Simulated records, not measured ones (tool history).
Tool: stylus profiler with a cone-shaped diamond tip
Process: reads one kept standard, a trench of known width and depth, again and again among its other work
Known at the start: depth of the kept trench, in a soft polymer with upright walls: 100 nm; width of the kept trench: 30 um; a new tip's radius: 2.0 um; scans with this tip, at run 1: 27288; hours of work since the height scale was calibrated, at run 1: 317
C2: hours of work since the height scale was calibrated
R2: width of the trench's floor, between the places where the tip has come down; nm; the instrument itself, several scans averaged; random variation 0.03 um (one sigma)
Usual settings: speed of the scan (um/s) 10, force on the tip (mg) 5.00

{"run": 1, "hour": 0.0, "speed of the scan (um/s)": 10, "force on the tip (mg)": 5.0, "scans with this tip": 27288, "C2": 317, "depth of the trench (nm)": 101.07, "R2": 27750}
{"run": 2, "hour": 71.2, "speed of the scan (um/s)": 10, "force on the tip (mg)": 5.0, "scans with this tip": 28038, "C2": 368, "depth of the trench (nm)": 101.07, "R2": 27700}
{"run": 3, "hour": 146.2, "speed of the scan (um/s)": 10, "force on the tip (mg)": 5.0, "scans with this tip": 28828, "C2": 421, "depth of the trench (nm)": 101.06, "R2": 27820}
{"hour": 158.8, "done": "new tip fitted, height scale calibrated"}
{"run": 4, "hour": 182.7, "speed of the scan (um/s)": 10, "force on the tip (mg)": 5.0, "scans with this tip": 252, "C2": 17, "depth of the trench (nm)": 100.94, "R2": 28690}
{"run": 5, "hour": 256.8, "speed of the scan (um/s)": 10, "force on the tip (mg)": 5.0, "scans with this tip": 1032, "C2": 69, "depth of the trench (nm)": 100.89, "R2": 28650}
{"run": 6, "hour": 293.7, "speed of the scan (um/s)": 10, "force on the tip (mg)": 5.0, "scans with this tip": 1421, "C2": 96, "depth of the trench (nm)": 101.05, "R2": 28640}
{"run": 7, "hour": 324.8, "speed of the scan (um/s)": 10, "force on the tip (mg)": 5.0, "scans with this tip": 1748, "C2": 118, "depth of the trench (nm)": 101.14, "R2": 28680}
{"run": 8, "hour": 399.8, "speed of the scan (um/s)": 10, "force on the tip (mg)": 14.76, "scans with this tip": 2538, "C2": 171, "depth of the trench (nm)": 102.05, "R2": 28550}
{"run": 9, "hour": 459.6, "speed of the scan (um/s)": 10, "force on the tip (mg)": 5.0, "scans with this tip": 3169, "C2": 213, "depth of the trench (nm)": 101.11, "R2": 28560}
{"run": 10, "hour": 529.9, "speed of the scan (um/s)": 10, "force on the tip (mg)": 3.29, "scans with this tip": 3909, "C2": 263, "depth of the trench (nm)": 100.88, "R2": 28580}
{"run": 11, "hour": 562.8, "speed of the scan (um/s)": 10, "force on the tip (mg)": 3.29, "scans with this tip": 4256, "C2": 286, "depth of the trench (nm)": 100.85, "R2": 28510}
{"run": 12, "hour": 610.2, "speed of the scan (um/s)": 10, "force on the tip (mg)": 3.67, "scans with this tip": 4755, "C2": 320, "depth of the trench (nm)": 100.89, "R2": 28530}
{"run": 13, "hour": 663.2, "speed of the scan (um/s)": 4, "force on the tip (mg)": 5.0, "scans with this tip": 5313, "C2": 357, "depth of the trench (nm)": 101.14, "R2": 28450}
{"run": 14, "hour": 694.3, "speed of the scan (um/s)": 30, "force on the tip (mg)": 5.0, "scans with this tip": 5641, "C2": 379, "depth of the trench (nm)": 101.15, "R2": 28450}
{"run": 15, "hour": 750.6, "speed of the scan (um/s)": 10, "force on the tip (mg)": 5.0, "scans with this tip": 6234, "C2": 419, "depth of the trench (nm)": 101.25, "R2": 28460}
{"run": 16, "hour": 823.8, "speed of the scan (um/s)": 2, "force on the tip (mg)": 5.88, "scans with this tip": 7005, "C2": 471, "depth of the trench (nm)": 101.37, "R2": 28520}
{"run": 17, "hour": 899.8, "speed of the scan (um/s)": 8, "force on the tip (mg)": 1.79, "scans with this tip": 7805, "C2": 525, "depth of the trench (nm)": 100.83, "R2": 28420}
{"hour": 905.8, "done": "height scale calibrated on a step standard"}
{"run": 18, "hour": 966.3, "speed of the scan (um/s)": 2, "force on the tip (mg)": 13.29, "scans with this tip": 8501, "C2": 43, "depth of the trench (nm)": 102.19, "R2": 28440}
{"run": 19, "hour": 1033.4, "speed of the scan (um/s)": 2, "force on the tip (mg)": 13.29, "scans with this tip": 9208, "C2": 90, "depth of the trench (nm)": 102.19, "R2": 28390}
{"run": 20, "hour": 1087.2, "speed of the scan (um/s)": 2, "force on the tip (mg)": 13.29, "scans with this tip": 9774, "C2": 129, "depth of the trench (nm)": 102.45, "R2": 28390}
{"run": 21, "hour": 1163.0, "speed of the scan (um/s)": 9, "force on the tip (mg)": 11.63, "scans with this tip": 10574, "C2": 182, "depth of the trench (nm)": 102.22, "R2": 28350}
{"run": 22, "hour": 1217.2, "speed of the scan (um/s)": 16, "force on the tip (mg)": 3.04, "scans with this tip": 11144, "C2": 221, "depth of the trench (nm)": 100.98, "R2": 28220}
{"run": 23, "hour": 1270.2, "speed of the scan (um/s)": 2, "force on the tip (mg)": 9.36, "scans with this tip": 11702, "C2": 258, "depth of the trench (nm)": 101.97, "R2": 28260}
{"run": 24, "hour": 1308.1, "speed of the scan (um/s)": 8, "force on the tip (mg)": 1.88, "scans with this tip": 12101, "C2": 285, "depth of the trench (nm)": 100.92, "R2": 28260}
{"run": 25, "hour": 1348.5, "speed of the scan (um/s)": 8, "force on the tip (mg)": 1.88, "scans with this tip": 12527, "C2": 314, "depth of the trench (nm)": 100.93, "R2": 28230}
{"hour": 1362.4, "done": "height scale calibrated on a step standard, once more"}
{"run": 26, "hour": 1419.1, "speed of the scan (um/s)": 31, "force on the tip (mg)": 6.65, "scans with this tip": 13266, "C2": 40, "depth of the trench (nm)": 101.11, "R2": 28160}
{"run": 27, "hour": 1481.7, "speed of the scan (um/s)": 7, "force on the tip (mg)": 8.21, "scans with this tip": 13925, "C2": 84, "depth of the trench (nm)": 101.28, "R2": 28210}
{"run": 28, "hour": 1546.4, "speed of the scan (um/s)": 3, "force on the tip (mg)": 4.21, "scans with this tip": 14606, "C2": 130, "depth of the trench (nm)": 100.84, "R2": 28220}
{"run": 29, "hour": 1597.9, "speed of the scan (um/s)": 3, "force on the tip (mg)": 4.21, "scans with this tip": 15150, "C2": 167, "depth of the trench (nm)": 100.95, "R2": 28150}
{"run": 30, "hour": 1629.2, "speed of the scan (um/s)": 11, "force on the tip (mg)": 1.88, "scans with this tip": 15478, "C2": 189, "depth of the trench (nm)": 100.64, "R2": 28100}

3 ways to go on from here, each from the tool as it stands after run 30. What would each give?
{"run": "A", "hour": 1675.6, "speed of the scan (um/s)": 3, "force on the tip (mg)": 14.65, "scans with this tip": 15968, "C2": 222, "depth of the trench (nm)": "?", "R2": "?"}
{"run": "B", "hour": 1675.6, "speed of the scan (um/s)": 6, "force on the tip (mg)": 6.81, "scans with this tip": 15968, "C2": 222, "depth of the trench (nm)": "?", "R2": "?"}
{"run": "C", "hour": 1675.6, "speed of the scan (um/s)": 4, "force on the tip (mg)": 4.5, "scans with this tip": 15968, "C2": 222, "depth of the trench (nm)": "?", "R2": "?"}

run=A depth_of_the_trench_(nm)=101.99 R2=28150
run=B depth_of_the_trench_(nm)=101.23 R2=28130
run=C depth_of_the_trench_(nm)=100.96 R2=28200
Without the tool's hidden state the same runs would have given:
run=A depth_of_the_trench_(nm)=101.95 R2=28730
run=B depth_of_the_trench_(nm)=101.19 R2=28710
run=C depth_of_the_trench_(nm)=100.92 R2=28780

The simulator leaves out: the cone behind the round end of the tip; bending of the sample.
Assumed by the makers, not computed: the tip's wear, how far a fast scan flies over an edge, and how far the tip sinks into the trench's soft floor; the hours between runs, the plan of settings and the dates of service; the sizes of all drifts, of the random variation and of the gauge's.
